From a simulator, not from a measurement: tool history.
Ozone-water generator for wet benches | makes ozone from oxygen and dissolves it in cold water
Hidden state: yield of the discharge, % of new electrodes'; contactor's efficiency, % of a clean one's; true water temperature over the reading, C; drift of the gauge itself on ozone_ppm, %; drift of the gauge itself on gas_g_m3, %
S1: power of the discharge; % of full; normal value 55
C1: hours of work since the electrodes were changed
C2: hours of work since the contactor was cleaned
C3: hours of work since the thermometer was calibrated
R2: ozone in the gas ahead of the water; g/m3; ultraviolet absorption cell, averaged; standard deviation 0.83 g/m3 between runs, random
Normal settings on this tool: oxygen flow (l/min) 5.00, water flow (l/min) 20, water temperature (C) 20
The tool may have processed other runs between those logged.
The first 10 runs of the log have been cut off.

Run 11, hour 504.9: usual settings but oxygen flow (l/min) 3.06; C1 1042; C2 2446; C3 108. Result: dissolved ozone (ppm) 11.2, R2 149.6 g/m3.
Run 12, hour 567.1: usual settings but oxygen flow (l/min) 3.06; C1 1082; C2 2486; C3 148. Result: dissolved ozone (ppm) 11.2, R2 149.3 g/m3.
Run 13, hour 619.1: usual settings; C1 1116; C2 2519; C3 181. Result: dissolved ozone (ppm) 12.9, R2 127.8 g/m3.
Run 14, hour 679.4: usual settings; C1 1155; C2 2558; C3 220. Result: dissolved ozone (ppm) 12.8, R2 128.7 g/m3.
At hour 690.1: contactor cleaned.
Run 15, hour 716.9: usual settings; C1 1176; C2 17; C3 242. Result: dissolved ozone (ppm) 12.5, R2 127.7 g/m3.
Run 16, hour 766.4: usual settings; C1 1208; C2 49; C3 274. Result: dissolved ozone (ppm) 12.9, R2 128.3 g/m3.
Run 17, hour 824.8: usual settings; C1 1246; C2 87; C3 311. Result: dissolved ozone (ppm) 12.8, R2 128.7 g/m3.
At hour 875.0: contactor cleaned, once more.
Run 18, hour 886.0: usual settings; C1 1282; C2 7; C3 348. Result: dissolved ozone (ppm) 13.1, R2 125.0 g/m3.
Run 19, hour 941.7: usual settings but oxygen flow (l/min) 2.99, water flow (l/min) 21, water temperature (C) 25; C1 1318; C2 43; C3 384. Result: dissolved ozone (ppm) 10.1, R2 149.0 g/m3.
Run 20, hour 1010.4: usual settings but oxygen flow (l/min) 2.99, water flow (l/min) 21, water temperature (C) 25; C1 1362; C2 87; C3 428. Result: dissolved ozone (ppm) 10.1, R2 149.7 g/m3.
Run 21, hour 1061.1: usual settings but oxygen flow (l/min) 2.99, water flow (l/min) 21, water temperature (C) 25; C1 1395; C2 120; C3 461. Result: dissolved ozone (ppm) 10.0, R2 147.3 g/m3.
Run 22, hour 1105.8: usual settings but oxygen flow (l/min) 7.99, water flow (l/min) 12; C1 1424; C2 149; C3 490. Result: dissolved ozone (ppm) 19.1, R2 109.0 g/m3.
Run 23, hour 1160.0: usual settings but S1 50 % of full, oxygen flow (l/min) 7.99, water flow (l/min) 14, water temperature (C) 14; C1 1459; C2 183; C3 524. Result: dissolved ozone (ppm) 18.8, R2 105.2 g/m3.
Run 24, hour 1212.2: usual settings but S1 50 % of full, oxygen flow (l/min) 7.99, water flow (l/min) 14, water temperature (C) 14; C1 1492; C2 217; C3 558. Result: dissolved ozone (ppm) 18.8, R2 102.8 g/m3.
Run 25, hour 1270.8: usual settings but S1 50 % of full, oxygen flow (l/min) 7.99, water flow (l/min) 14, water temperature (C) 13; C1 1530; C2 255; C3 596. Result: dissolved ozone (ppm) 18.8, R2 103.3 g/m3.
Run 26, hour 1336.9: usual settings but S1 80 % of full, oxygen flow (l/min) 7.06, water flow (l/min) 22, water temperature (C) 22; C1 1573; C2 297; C3 638. Result: dissolved ozone (ppm) 15.2, R2 140.9 g/m3.
Run 27, hour 1399.1: usual settings but S1 80 % of full, oxygen flow (l/min) 5.13, water flow (l/min) 22, water temperature (C) 22; C1 1613; C2 337; C3 678. Result: dissolved ozone (ppm) 14.3, R2 153.7 g/m3.
Run 28, hour 1476.1: usual settings but S1 56 % of full, oxygen flow (l/min) 4.06, water flow (l/min) 17, water temperature (C) 12; C1 1662; C2 387; C3 728. Result: dissolved ozone (ppm) 15.3, R2 133.8 g/m3.
Run 29, hour 1549.6: usual settings but S1 47 % of full, oxygen flow (l/min) 7.43, water flow (l/min) 16, water temperature (C) 15; C1 1710; C2 434; C3 775. Result: dissolved ozone (ppm) 16.0, R2 102.3 g/m3.
Run 30, hour 1592.4: usual settings but water flow (l/min) 16, water temperature (C) 24; C1 1737; C2 462; C3 803. Result: dissolved ozone (ppm) 13.9, R2 124.7 g/m3.
Run 31, hour 1659.1: usual settings but water flow (l/min) 16, water temperature (C) 24; C1 1780; C2 505; C3 846. Result: dissolved ozone (ppm) 14.1, R2 123.8 g/m3.
Run 32, hour 1709.4: usual settings but S1 71 % of full, oxygen flow (l/min) 4.22, water flow (l/min) 23, water temperature (C) 13; C1 1812; C2 537; C3 878. Result: dissolved ozone (ppm) 13.5, R2 149.8 g/m3.
Run 33, hour 1762.0: usual settings but oxygen flow (l/min) 4.81, water flow (l/min) 29; C1 1846; C2 571; C3 912. Result: dissolved ozone (ppm) 9.1, R2 125.6 g/m3.

Consider 4 possible next runs. They are alternatives, not a sequence: every one starts from the tool as it was left by run 33. What does each give?
Run A, hour 1824.5: usual settings but oxygen flow (l/min) 4.81, water flow (l/min) 29, water temperature (C) 13; C1 1886; C2 611; C3 952. Result: dissolved ozone (ppm) ?, R2 ?.
Run B, hour 1824.5: usual settings but oxygen flow (l/min) 3.99, water flow (l/min) 29, water temperature (C) 12; C1 1886; C2 611; C3 952. Result: dissolved ozone (ppm) ?, R2 ?.
Run C, hour 1824.5: usual settings but water temperature (C) 14; C1 1886; C2 611; C3 952. Result: dissolved ozone (ppm) ?, R2 ?.
Run D, hour 1824.5: usual settings but oxygen flow (l/min) 2.82, water flow (l/min) 25; C1 1886; C2 611; C3 952. Result: dissolved ozone (ppm) ?, R2 ?.

run  dissolved ozone (ppm)     R2
  A                    9.7  124.8
  B                    9.2  130.3
  C                   13.7  123.1
  D                    8.6  146.5
Without the tool's hidden state the same runs would have given:
run  dissolved ozone (ppm)     R2
  A                   10.7  134.9
  B                   10.1  140.9
  C                   14.9  133.1
  D                    9.4  158.4

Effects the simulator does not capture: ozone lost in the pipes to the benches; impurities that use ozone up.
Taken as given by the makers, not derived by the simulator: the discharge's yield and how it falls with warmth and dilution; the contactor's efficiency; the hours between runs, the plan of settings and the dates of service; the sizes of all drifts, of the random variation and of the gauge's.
